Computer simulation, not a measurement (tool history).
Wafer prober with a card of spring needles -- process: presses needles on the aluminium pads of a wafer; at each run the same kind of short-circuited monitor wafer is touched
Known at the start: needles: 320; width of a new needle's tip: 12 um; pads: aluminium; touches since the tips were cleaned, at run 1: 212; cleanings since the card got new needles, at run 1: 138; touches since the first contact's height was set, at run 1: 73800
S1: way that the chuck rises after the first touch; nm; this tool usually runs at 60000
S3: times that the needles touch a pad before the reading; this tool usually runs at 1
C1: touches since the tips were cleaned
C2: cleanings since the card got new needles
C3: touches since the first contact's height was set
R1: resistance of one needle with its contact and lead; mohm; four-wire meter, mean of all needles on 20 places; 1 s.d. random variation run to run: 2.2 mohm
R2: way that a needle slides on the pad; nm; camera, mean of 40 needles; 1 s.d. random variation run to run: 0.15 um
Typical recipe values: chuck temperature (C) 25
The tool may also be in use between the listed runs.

{"run": 1, "hour": 0.0, "S1": 60000, "chuck temperature (C)": 25, "S3": 1, "C1": 212, "C2": 138, "C3": 73800, "R1": 253, "R2": 12910}
{"hour": 5.6, "done": "tips cleaned on abrasive film"}
{"hour": 13.2, "done": "tips cleaned on abrasive film"}
{"hour": 20.2, "done": "tips cleaned on abrasive film"}
{"run": 2, "hour": 20.4, "S1": 60000, "chuck temperature (C)": 36, "S3": 1, "C1": 48, "C2": 141, "C3": 79268, "R1": 252, "R2": 12980}
{"hour": 27.1, "done": "tips cleaned on abrasive film"}
{"hour": 33.4, "done": "tips cleaned on abrasive film"}
{"run": 3, "hour": 38.9, "S1": 73000, "chuck temperature (C)": 25, "S3": 1, "C1": 1506, "C2": 143, "C3": 84264, "R1": 272, "R2": 15840}
{"hour": 40.6, "done": "tips cleaned on abrasive film"}
{"hour": 47.6, "done": "tips cleaned on abrasive film"}
{"hour": 54.0, "done": "tips cleaned on abrasive film"}
{"run": 4, "hour": 57.2, "S1": 60000, "chuck temperature (C)": 25, "S3": 1, "C1": 878, "C2": 146, "C3": 89160, "R1": 277, "R2": 12690}
{"hour": 60.4, "done": "tips cleaned on abrasive film"}
{"hour": 67.4, "done": "tips cleaned on abrasive film"}
{"run": 5, "hour": 72.1, "S1": 60000, "chuck temperature (C)": 25, "S3": 1, "C1": 1282, "C2": 148, "C3": 93161, "R1": 290, "R2": 12660}
{"hour": 73.7, "done": "tips cleaned on abrasive film"}
{"hour": 81.4, "done": "tips cleaned on abrasive film"}
{"hour": 88.7, "done": "tips cleaned on abrasive film"}
{"run": 6, "hour": 91.8, "S1": 60000, "chuck temperature (C)": 25, "S3": 1, "C1": 854, "C2": 151, "C3": 98453, "R1": 281, "R2": 12770}
{"hour": 96.0, "done": "tips cleaned on abrasive film"}
{"hour": 103.3, "done": "tips cleaned on abrasive film"}
{"run": 7, "hour": 105.5, "S1": 60000, "chuck temperature (C)": 25, "S3": 1, "C1": 605, "C2": 153, "C3": 102125, "R1": 271, "R2": 12480}
{"hour": 109.7, "done": "tips cleaned on abrasive film"}
{"hour": 117.3, "done": "tips cleaned on abrasive film"}
{"run": 8, "hour": 123.3, "S1": 60000, "chuck temperature (C)": 25, "S3": 1, "C1": 1627, "C2": 155, "C3": 106910, "R1": 305, "R2": 12850}
{"hour": 124.9, "done": "tips cleaned on abrasive film"}
{"hour": 132.4, "done": "tips cleaned on abrasive film"}
{"run": 9, "hour": 137.1, "S1": 60000, "chuck temperature (C)": 25, "S3": 1, "C1": 1284, "C2": 157, "C3": 110613, "R1": 291, "R2": 12440}
{"hour": 138.7, "done": "tips cleaned on abrasive film"}
{"hour": 139.0, "done": "height of the first contact set anew"}
{"hour": 145.6, "done": "tips cleaned on abrasive film"}
{"hour": 152.9, "done": "tips cleaned on abrasive film"}
{"hour": 164.9, "done": "card fitted with new needles"}
{"run": 10, "hour": 170.4, "S1": 55000, "chuck temperature (C)": 100, "S3": 2, "C1": 1482, "C2": 0, "C3": 1482, "R1": 285, "R2": 12570}
{"hour": 172.0, "done": "tips cleaned on abrasive film"}
{"hour": 179.2, "done": "tips cleaned on abrasive film"}
{"hour": 186.5, "done": "tips cleaned on abrasive film"}
{"run": 11, "hour": 188.5, "S1": 55000, "chuck temperature (C)": 100, "S3": 2, "C1": 527, "C2": 3, "C3": 6330, "R1": 272, "R2": 12370}
{"hour": 190.3, "done": "height of the first contact set anew, once more"}
{"hour": 193.3, "done": "tips cleaned on abrasive film"}
{"hour": 199.5, "done": "tips cleaned on abrasive film"}
{"hour": 205.9, "done": "tips cleaned on abrasive film"}
{"run": 12, "hour": 209.9, "S1": 54000, "chuck temperature (C)": 77, "S3": 2, "C1": 1093, "C2": 6, "C3": 5246, "R1": 270, "R2": 12230}
{"hour": 213.1, "done": "tips cleaned on abrasive film"}
{"hour": 220.2, "done": "tips cleaned on abrasive film"}
{"hour": 226.9, "done": "tips cleaned on abrasive film"}
{"run": 13, "hour": 229.7, "S1": 60000, "chuck temperature (C)": 63, "S3": 1, "C1": 776, "C2": 9, "C3": 10572, "R1": 267, "R2": 13590}
{"hour": 234.2, "done": "tips cleaned on abrasive film"}
{"hour": 241.0, "done": "tips cleaned on abrasive film"}
{"run": 14, "hour": 241.0, "S1": 60000, "chuck temperature (C)": 63, "S3": 1, "C1": 0, "C2": 11, "C3": 13596, "R1": 263, "R2": 13470}
{"hour": 248.1, "done": "tips cleaned on abrasive film"}
{"hour": 255.9, "done": "tips cleaned on abrasive film"}
{"hour": 263.1, "done": "tips cleaned on abrasive film"}
{"run": 15, "hour": 264.6, "S1": 60000, "chuck temperature (C)": 63, "S3": 3, "C1": 423, "C2": 14, "C3": 19942, "R1": 258, "R2": 13330}
{"hour": 269.3, "done": "tips cleaned on abrasive film"}
{"hour": 276.5, "done": "tips cleaned on abrasive film"}
{"hour": 283.1, "done": "tips cleaned on abrasive film"}
{"run": 16, "hour": 283.1, "S1": 60000, "chuck temperature (C)": 90, "S3": 1, "C1": 0, "C2": 17, "C3": 24892, "R1": 264, "R2": 13430}
{"hour": 290.0, "done": "tips cleaned on abrasive film"}
{"run": 17, "hour": 293.4, "S1": 60000, "chuck temperature (C)": 90, "S3": 1, "C1": 910, "C2": 18, "C3": 27655, "R1": 279, "R2": 13140}
{"hour": 297.8, "done": "tips cleaned on abrasive film"}
{"hour": 305.3, "done": "tips cleaned on abrasive film"}
{"hour": 311.5, "done": "tips cleaned on abrasive film"}
{"run": 18, "hour": 315.3, "S1": 63000, "chuck temperature (C)": 30, "S3": 3, "C1": 1022, "C2": 21, "C3": 33541, "R1": 252, "R2": 13810}

The logged runs with the hidden state left out (each run's random variation unchanged):
Hidden state present: debris on the tips, nm; way that the needles fall short of the set height, um; tips' diameter, um; drift of the gauge itself on contact_mohm, %; drift of the gauge itself on scrub_um, %.
run=1 R1=239 R2=13580
run=2 R1=242 R2=13720
run=3 R1=236 R2=16620
run=4 R1=241 R2=13510
run=5 R1=242 R2=13520
run=6 R1=241 R2=13680
run=7 R1=239 R2=13430
run=8 R1=244 R2=13860
run=9 R1=244 R2=13460
run=10 R1=265 R2=12570
run=11 R1=262 R2=12430
run=12 R1=252 R2=12290
run=13 R1=248 R2=13700
run=14 R1=258 R2=13630
run=15 R1=253 R2=13550
run=16 R1=261 R2=13700
run=17 R1=260 R2=13430
run=18 R1=243 R2=14160
